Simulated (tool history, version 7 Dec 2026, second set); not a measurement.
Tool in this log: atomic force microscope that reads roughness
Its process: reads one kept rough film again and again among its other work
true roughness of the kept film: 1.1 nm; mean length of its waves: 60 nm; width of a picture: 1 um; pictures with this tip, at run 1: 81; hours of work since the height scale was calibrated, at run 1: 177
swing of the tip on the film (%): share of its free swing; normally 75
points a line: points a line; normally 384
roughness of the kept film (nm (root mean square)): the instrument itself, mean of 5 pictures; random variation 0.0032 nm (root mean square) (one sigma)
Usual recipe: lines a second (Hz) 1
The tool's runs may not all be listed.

run   hour  lines a second (Hz)  swing of the tip on the film (%)  points a line  pictures with this tip  hours of work since the height scale was calibrated  roughness of the kept film (nm (root mean square))
  1      0                    1                                75            384                      81                                                  177                                                   1
  2     13                    1                                75            384                      98                                                  182                                               0.994
  3   32.7                    1                                75            384                     124                                                  191                                                0.99
  4   53.9                 0.93                                75            384                     152                                                  200                                               0.992
  5   69.1                    1                                75            384                     173                                                  207                                               0.993
  6   97.2                 0.62                                75            384                     210                                                  219                                               1.017
  7  113.3                 0.62                                75            384                     231                                                  226                                               1.011
     132.6  -- new tip fitted
  8  137.2                 0.62                                75            384                       6                                                  237                                               1.027
  9  153.1                    1                                78            384                      27                                                  244                                               0.985
 10  173.4                    1                                78            384                      54                                                  252                                               0.981
 11  185.4                    1                                64            384                      70                                                  258                                                1.03
 12  203.7                    1                                71            384                      94                                                  266                                               1.006
 13  226.4                    1                                71            384                     124                                                  276                                               1.006
 14  240.3                    1                                75            384                     142                                                  282                                               0.993
 15  267.2                    1                                75            384                     178                                                  294                                               0.988
 16  292.8                    1                                75            384                     212                                                  305                                               0.984
 17  314.3                 0.76                                75            384                     240                                                  314                                               1.008
     327.4  -- new tip fitted
 18  331.8                 0.76                                75            384                       6                                                  322                                               1.014
 19  358.4                    1                                75            384                      41                                                  333                                               0.992
 20  386.4                    1                                75            384                      78                                                  346                                               0.995
 21  411.3                    1                                75            384                     111                                                  356                                               0.995
 22  440.8                    1                                68            384                     150                                                  369                                               1.014
 23  462.1                 3.47                                68            331                     178                                                  379                                               0.884
     464.6  -- height scale calibrated on a step standard
 24  490.5                 3.47                                68            331                     215                                                   11                                               0.882
 25  507.8                 2.39                                68            327                     238                                                   19                                               0.925
     523.1  -- new tip fitted
 26  537.6                 3.54                                75            384                      19                                                   32                                               0.818
 27  556.5                 2.51                                75            972                      44                                                   40                                               0.881
 28  578.6                    1                                79            488                      74                                                   50                                               0.972
 29  598.6                 0.69                                80            488                     100                                                   58                                               1.004
     609.5  -- height scale calibrated on a step standard, once more
 30    616                 3.63                                75            792                     122                                                    3                                                0.82
 31  628.8                 3.63                                75            792                     139                                                    8                                               0.806
 32  653.7                 0.83                                60            384                     172                                                   19                                                1.05
 33  670.1                 0.58                                82            384                     193                                                   27                                               0.996
 34  696.4                 0.58                                82            384                     228                                                   38                                               1.002
 35  715.8                 0.78                                82            304                     254                                                   47                                                0.97
     719.1  -- new tip fitted
 36  744.4                 3.08                                73            677                      33                                                   59                                               0.867
 37  761.7                 0.89                                75            438                      56                                                   66                                               1.007
 38  777.1                 0.89                                75            438                      76                                                   73                                               1.002
 39    805                 0.89                                75            438                     113                                                   85                                               1.001
 40  832.2                 0.89                                58            599                     149                                                   97                                               1.045
 41  853.9                 0.89                                58            599                     178                                                  107                                               1.042
 42  872.4                 0.64                                81            599                     203                                                  115                                               0.996
 43  890.5                 1.85                                83            796                     226                                                  123                                               0.864

Each row is a separate what-if for the run after 43, all from the same tool condition, not one after another. Results?
     913.8  -- new tip fitted
  A  913.8                  2.5                                83            796                       0                                                  133                                                   ?
     913.8  -- new tip fitted
  B  913.8                 0.59                                83            796                       0                                                  133                                                   ?
     913.8  -- new tip fitted
  C  913.8                 1.88                                83            394                       0                                                  133                                                   ?
     913.8  -- new tip fitted
  D  913.8                 0.52                                83            796                       0                                                  133                                                   ?
     913.8  -- new tip fitted
  E  913.8                  1.9                                75            384                       0                                                  133                                                   ?

run  roughness of the kept film (nm (root mean square))
  A                                               0.809
  B                                               1.011
  C                                               0.867
  D                                               1.018
  E                                               0.931
Take away the tool's hidden state, keep each run's random variation, and the runs would have read:
run  roughness of the kept film (nm (root mean square))
  A                                               0.812
  B                                               1.015
  C                                               0.871
  D                                               1.022
  E                                               0.934
